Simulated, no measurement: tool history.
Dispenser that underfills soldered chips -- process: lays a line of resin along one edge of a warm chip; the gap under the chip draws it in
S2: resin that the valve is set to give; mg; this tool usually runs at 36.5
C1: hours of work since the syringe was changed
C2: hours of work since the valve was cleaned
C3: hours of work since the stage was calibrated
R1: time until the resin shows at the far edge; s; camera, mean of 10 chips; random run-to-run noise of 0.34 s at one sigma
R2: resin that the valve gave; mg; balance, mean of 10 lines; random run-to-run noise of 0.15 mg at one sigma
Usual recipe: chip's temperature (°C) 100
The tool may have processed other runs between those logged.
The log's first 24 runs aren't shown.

-- day=11.396 new syringe of resin
run 25 day=11.396 | chip's_temperature_(°C)=108 S2=34.1 | C1=0 C2=118 C3=550 | R1=13.5 R2=30.41
-- day=11.629 dispensing valve cleaned and set on the balance
-- day=11.950 new syringe of resin
run 26 day=11.954 | chip's_temperature_(°C)=101 S2=40.6 | C1=0 C2=5 C3=558 | R1=17.7 R2=40.62
-- day=12.462 new syringe of resin
run 27 day=12.583 | chip's_temperature_(°C)=101 S2=40.6 | C1=2 C2=14 C3=567 | R1=20.9 R2=39.93
-- day=12.992 new syringe of resin
run 28 day=13.029 | chip's_temperature_(°C)=101 S2=40.6 | C1=1 C2=21 C3=574 | R1=19.2 R2=39.60
run 29 day=13.346 | chip's_temperature_(°C)=101 S2=40.6 | C1=5 C2=26 C3=579 | R1=27.7 R2=39.24
-- day=13.538 new syringe of resin
run 30 day=13.888 | chip's_temperature_(°C)=101 S2=40.6 | C1=5 C2=34 C3=587 | R1=27.2 R2=39.21
-- day=14.075 new syringe of resin
run 31 day=14.508 | chip's_temperature_(°C)=87 S2=34.7 | C1=7 C2=43 C3=596 | R1=54.6 R2=33.13
-- day=14.592 new syringe of resin
run 32 day=14.862 | chip's_temperature_(°C)=87 S2=34.5 | C1=4 C2=48 C3=601 | R1=47.9 R2=32.75
-- day=15.104 new syringe of resin
run 33 day=15.475 | chip's_temperature_(°C)=87 S2=34.5 | C1=6 C2=57 C3=610 | R1=53.3 R2=32.73
-- day=15.612 new syringe of resin
run 34 day=16.033 | chip's_temperature_(°C)=112 S2=35.9 | C1=6 C2=66 C3=619 | R1=20.2 R2=33.60

Below are 4 alternative next runs, each starting from the tool's condition after run 34. Predict each:
-- day=16.167 new syringe of resin
-- day=16.700 new syringe of resin
run A day=16.700 | chip's_temperature_(°C)=110 S2=37.3 | C1=0 C2=76 C3=629 | R1=? R2=?
-- day=16.167 new syringe of resin
-- day=16.700 new syringe of resin
run B day=16.700 | chip's_temperature_(°C)=100 S2=46.2 | C1=0 C2=76 C3=629 | R1=? R2=?
-- day=16.167 new syringe of resin
-- day=16.700 new syringe of resin
run C day=16.700 | chip's_temperature_(°C)=94 S2=36.5 | C1=0 C2=76 C3=629 | R1=? R2=?
-- day=16.167 new syringe of resin
-- day=16.700 new syringe of resin
run D day=16.700 | chip's_temperature_(°C)=106 S2=40.2 | C1=0 C2=76 C3=629 | R1=? R2=?

run=A R1=13.5 R2=34.84
run=B R1=19.2 R2=42.89
run=C R1=24.6 R2=33.78
run=D R1=15.1 R2=37.12
Without the tool's hidden state the same runs would have given:
run=A R1=11.3 R2=37.59
run=B R1=15.9 R2=46.28
run=C R1=20.0 R2=36.45
run=D R1=12.5 R2=40.05
